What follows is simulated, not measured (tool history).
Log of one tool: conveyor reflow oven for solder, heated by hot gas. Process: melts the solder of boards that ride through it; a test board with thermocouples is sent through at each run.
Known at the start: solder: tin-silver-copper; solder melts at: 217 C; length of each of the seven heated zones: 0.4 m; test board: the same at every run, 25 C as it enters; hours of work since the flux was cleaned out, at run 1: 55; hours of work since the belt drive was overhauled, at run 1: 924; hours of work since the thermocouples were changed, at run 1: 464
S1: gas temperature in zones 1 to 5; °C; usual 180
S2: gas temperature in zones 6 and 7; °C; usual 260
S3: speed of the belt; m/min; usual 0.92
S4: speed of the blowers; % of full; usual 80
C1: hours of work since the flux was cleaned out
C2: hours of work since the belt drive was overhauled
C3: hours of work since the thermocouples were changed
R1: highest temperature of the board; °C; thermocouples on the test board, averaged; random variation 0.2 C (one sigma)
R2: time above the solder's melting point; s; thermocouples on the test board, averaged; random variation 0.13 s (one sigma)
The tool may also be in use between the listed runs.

Run 1, hour 0: usual settings; C1 55; C2 924; C3 464. Result: R1 246.1 °C, R2 38.6 s.
At hour 11.1: belt drive overhauled, speed set with a stopwatch.
Run 2, hour 64.8: usual settings; C1 88; C2 29; C3 496. Result: R1 245.5 °C, R2 37.4 s.
Run 3, hour 123.5: usual settings but S2 265 °C; C1 119; C2 60; C3 528. Result: R1 249.5 °C, R2 39.4 s.
Run 4, hour 171.6: usual settings but S2 265 °C; C1 145; C2 86; C3 553. Result: R1 248.9 °C, R2 38.9 s.
Run 5, hour 233.8: usual settings but S2 265 °C; C1 178; C2 119; C3 587. Result: R1 249 °C, R2 39 s.
Run 6, hour 281.8: usual settings but S2 265 °C; C1 204; C2 145; C3 612. Result: R1 248.5 °C, R2 38.7 s.
Run 7, hour 342.8: usual settings; C1 237; C2 177; C3 645. Result: R1 244 °C, R2 35.9 s.
At hour 357.3: flux residue cleaned out of gas plates and filters.
At hour 409.2: thermocouples of zones 6 and 7 changed.
Run 8, hour 412.2: usual settings; C1 28; C2 211; C3 2. Result: R1 247.8 °C, R2 38.9 s.
Run 9, hour 458.6: usual settings but S4 62 % of full; C1 53; C2 236; C3 26. Result: R1 244.5 °C, R2 36 s.
Run 10, hour 518: usual settings but S4 62 % of full; C1 85; C2 267; C3 58. Result: R1 244 °C, R2 35.8 s.
Run 11, hour 544.9: usual settings but S4 62 % of full; C1 99; C2 282; C3 73. Result: R1 244.1 °C, R2 35.9 s.
Run 12, hour 570.6: usual settings but S4 62 % of full; C1 113; C2 295; C3 86. Result: R1 243.8 °C, R2 35.3 s.
Run 13, hour 614.2: usual settings but S2 266 °C; C1 136; C2 319; C3 110. Result: R1 252 °C, R2 40.6 s.
Run 14, hour 646.5: usual settings; C1 154; C2 336; C3 127. Result: R1 246.3 °C, R2 37.9 s.
Run 15, hour 700.9: usual settings; C1 183; C2 365; C3 156. Result: R1 246 °C, R2 37.7 s.
Run 16, hour 744.3: usual settings but S1 176 °C, S2 264 °C, S3 0.819 m/min, S4 61 % of full; C1 206; C2 388; C3 179. Result: R1 248.8 °C, R2 42.6 s.
Run 17, hour 773.5: usual settings but S1 195 °C, S2 262 °C, S3 0.819 m/min, S4 61 % of full; C1 222; C2 404; C3 195. Result: R1 250.5 °C, R2 50.2 s.
At hour 817.8: flux residue cleaned out of gas plates and filters.
Run 18, hour 836.2: usual settings but S1 195 °C, S2 262 °C, S3 0.819 m/min, S4 61 % of full; C1 10; C2 435; C3 226. Result: R1 251.1 °C, R2 51 s.
Run 19, hour 889.2: usual settings but S1 165 °C, S2 263 °C, S3 0.988 m/min, S4 61 % of full; C1 38; C2 463; C3 254. Result: R1 240.6 °C, R2 27.2 s.
Run 20, hour 932.4: usual settings but S1 165 °C, S2 263 °C, S3 0.988 m/min, S4 61 % of full; C1 61; C2 486; C3 277. Result: R1 240.7 °C, R2 26.7 s.
Run 21, hour 959.8: usual settings but S1 165 °C, S2 263 °C, S3 0.988 m/min, S4 61 % of full; C1 76; C2 501; C3 292. Result: R1 240.4 °C, R2 26.8 s.
Run 22, hour 985.4: usual settings but S2 274 °C, S3 1.011 m/min; C1 90; C2 515; C3 305. Result: R1 256 °C, R2 38.3 s.
Run 23, hour 1047.4: usual settings but S1 166 °C, S2 252 °C, S3 1.092 m/min, S4 57 % of full; C1 123; C2 548; C3 339. Result: R1 225.8 °C, R2 11.8 s.
Run 24, hour 1107: usual settings but S2 258 °C, S3 1.064 m/min; C1 155; C2 580; C3 371. Result: R1 239.6 °C, R2 27.9 s.
Run 25, hour 1141.3: usual settings but S1 173 °C, S3 0.804 m/min, S4 65 % of full; C1 173; C2 598; C3 389. Result: R1 245.5 °C, R2 41.1 s.
Run 26, hour 1182.5: usual settings but S1 188 °C, S3 0.804 m/min, S4 65 % of full; C1 195; C2 620; C3 411. Result: R1 247.6 °C, R2 47.6 s.
Run 27, hour 1211.4: usual settings but S1 191 °C, S4 78 % of full; C1 210; C2 635; C3 426. Result: R1 247 °C, R2 41.5 s.
At hour 1275: flux residue cleaned out of gas plates and filters.
Run 28, hour 1277.5: usual settings but S1 191 °C, S4 79 % of full; C1 1; C2 668; C3 459. Result: R1 248.2 °C, R2 42.6 s.
Run 29, hour 1338.7: usual settings but S1 189 °C, S2 267 °C, S3 0.762 m/min, S4 82 % of full; C1 34; C2 701; C3 492. Result: R1 257.8 °C, R2 56.6 s.

Forecast each of these 3 alternatives for the next run:
Run A, hour 1368: usual settings but S1 172 °C, S2 254 °C, S3 0.762 m/min, S4 60 % of full; C1 50; C2 717; C3 507. Result: R1 ?, R2 ?.
Run B, hour 1368: usual settings but S1 181 °C, S3 1.004 m/min, S4 58 % of full; C1 50; C2 717; C3 507. Result: R1 ?, R2 ?.
Run C, hour 1368: usual settings but S1 189 °C, S2 267 °C, S3 0.762 m/min, S4 72 % of full; C1 50; C2 717; C3 507. Result: R1 ?, R2 ?.

run     R1    R2
  A  241.1  40.6
  B  239.7  29.4
  C  256.5  55.7
Without the tool's hidden state the same runs would have given:
run     R1    R2
  A  242.9  41.9
  B  241.5  30.6
  C  258.3  56.2
